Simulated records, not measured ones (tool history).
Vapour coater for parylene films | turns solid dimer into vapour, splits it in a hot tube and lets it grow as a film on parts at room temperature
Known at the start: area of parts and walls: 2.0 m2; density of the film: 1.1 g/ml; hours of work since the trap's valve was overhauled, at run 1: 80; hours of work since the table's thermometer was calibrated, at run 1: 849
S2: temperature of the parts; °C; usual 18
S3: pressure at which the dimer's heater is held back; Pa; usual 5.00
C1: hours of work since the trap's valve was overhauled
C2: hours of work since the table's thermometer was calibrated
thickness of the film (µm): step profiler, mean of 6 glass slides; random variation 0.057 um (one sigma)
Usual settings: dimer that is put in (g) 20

{"run": 1, "hour": 0.0, "dimer that is put in (g)": 20, "S2": 18, "S3": 5.0, "C1": 80, "C2": 849, "thickness of the film (µm)": 6.77}
{"run": 2, "hour": 79.0, "dimer that is put in (g)": 20, "S2": 18, "S3": 5.0, "C1": 141, "C2": 910, "thickness of the film (µm)": 6.76}
{"run": 3, "hour": 141.3, "dimer that is put in (g)": 20, "S2": 17, "S3": 5.0, "C1": 188, "C2": 958, "thickness of the film (µm)": 7.0}
{"run": 4, "hour": 192.6, "dimer that is put in (g)": 20, "S2": 17, "S3": 5.0, "C1": 228, "C2": 998, "thickness of the film (µm)": 6.99}
{"run": 5, "hour": 272.6, "dimer that is put in (g)": 20, "S2": 18, "S3": 5.0, "C1": 289, "C2": 1059, "thickness of the film (µm)": 6.65}
{"run": 6, "hour": 312.8, "dimer that is put in (g)": 20, "S2": 29, "S3": 5.0, "C1": 320, "C2": 1090, "thickness of the film (µm)": 4.45}
{"run": 7, "hour": 362.7, "dimer that is put in (g)": 20, "S2": 29, "S3": 5.0, "C1": 359, "C2": 1128, "thickness of the film (µm)": 4.45}
{"run": 8, "hour": 398.0, "dimer that is put in (g)": 20, "S2": 18, "S3": 5.17, "C1": 386, "C2": 1156, "thickness of the film (µm)": 6.73}
{"run": 9, "hour": 447.0, "dimer that is put in (g)": 20, "S2": 18, "S3": 5.17, "C1": 424, "C2": 1193, "thickness of the film (µm)": 6.67}
{"hour": 487.1, "done": "trap's valve overhauled"}
{"run": 10, "hour": 501.3, "dimer that is put in (g)": 19, "S2": 22, "S3": 3.26, "C1": 11, "C2": 1232, "thickness of the film (µm)": 5.74}
{"run": 11, "hour": 554.6, "dimer that is put in (g)": 19, "S2": 22, "S3": 3.26, "C1": 52, "C2": 1273, "thickness of the film (µm)": 5.75}
{"run": 12, "hour": 597.9, "dimer that is put in (g)": 23, "S2": 22, "S3": 2.41, "C1": 85, "C2": 1306, "thickness of the film (µm)": 6.95}
{"hour": 615.8, "done": "table's thermometer calibrated"}
{"run": 13, "hour": 663.4, "dimer that is put in (g)": 23, "S2": 22, "S3": 2.41, "C1": 135, "C2": 37, "thickness of the film (µm)": 7.06}
{"run": 14, "hour": 703.4, "dimer that is put in (g)": 23, "S2": 22, "S3": 2.41, "C1": 166, "C2": 67, "thickness of the film (µm)": 7.23}
{"run": 15, "hour": 736.2, "dimer that is put in (g)": 11, "S2": 16, "S3": 3.52, "C1": 191, "C2": 93, "thickness of the film (µm)": 4.13}
{"run": 16, "hour": 783.5, "dimer that is put in (g)": 22, "S2": 13, "S3": 4.29, "C1": 227, "C2": 129, "thickness of the film (µm)": 9.15}
{"run": 17, "hour": 841.1, "dimer that is put in (g)": 20, "S2": 12, "S3": 4.19, "C1": 272, "C2": 173, "thickness of the film (µm)": 8.52}
{"run": 18, "hour": 905.6, "dimer that is put in (g)": 14, "S2": 14, "S3": 7.59, "C1": 321, "C2": 223, "thickness of the film (µm)": 5.36}

Forecast each of these 3 alternatives for the next run:
{"run": "A", "hour": 945.6, "dimer that is put in (g)": 20, "S2": 16, "S3": 5.0, "C1": 352, "C2": 254, "thickness of the film (µm)": "?"}
{"run": "B", "hour": 945.6, "dimer that is put in (g)": 20, "S2": 17, "S3": 5.0, "C1": 352, "C2": 254, "thickness of the film (µm)": "?"}
{"run": "C", "hour": 945.6, "dimer that is put in (g)": 14, "S2": 11, "S3": 4.08, "C1": 352, "C2": 254, "thickness of the film (µm)": "?"}

run=A thickness_of_the_film_(µm)=7.31
run=B thickness_of_the_film_(µm)=7.00
run=C thickness_of_the_film_(µm)=6.18
Without the tool's hidden state the same runs would have given:
run=A thickness_of_the_film_(µm)=7.34
run=B thickness_of_the_film_(µm)=7.02
run=C thickness_of_the_film_(µm)=6.20

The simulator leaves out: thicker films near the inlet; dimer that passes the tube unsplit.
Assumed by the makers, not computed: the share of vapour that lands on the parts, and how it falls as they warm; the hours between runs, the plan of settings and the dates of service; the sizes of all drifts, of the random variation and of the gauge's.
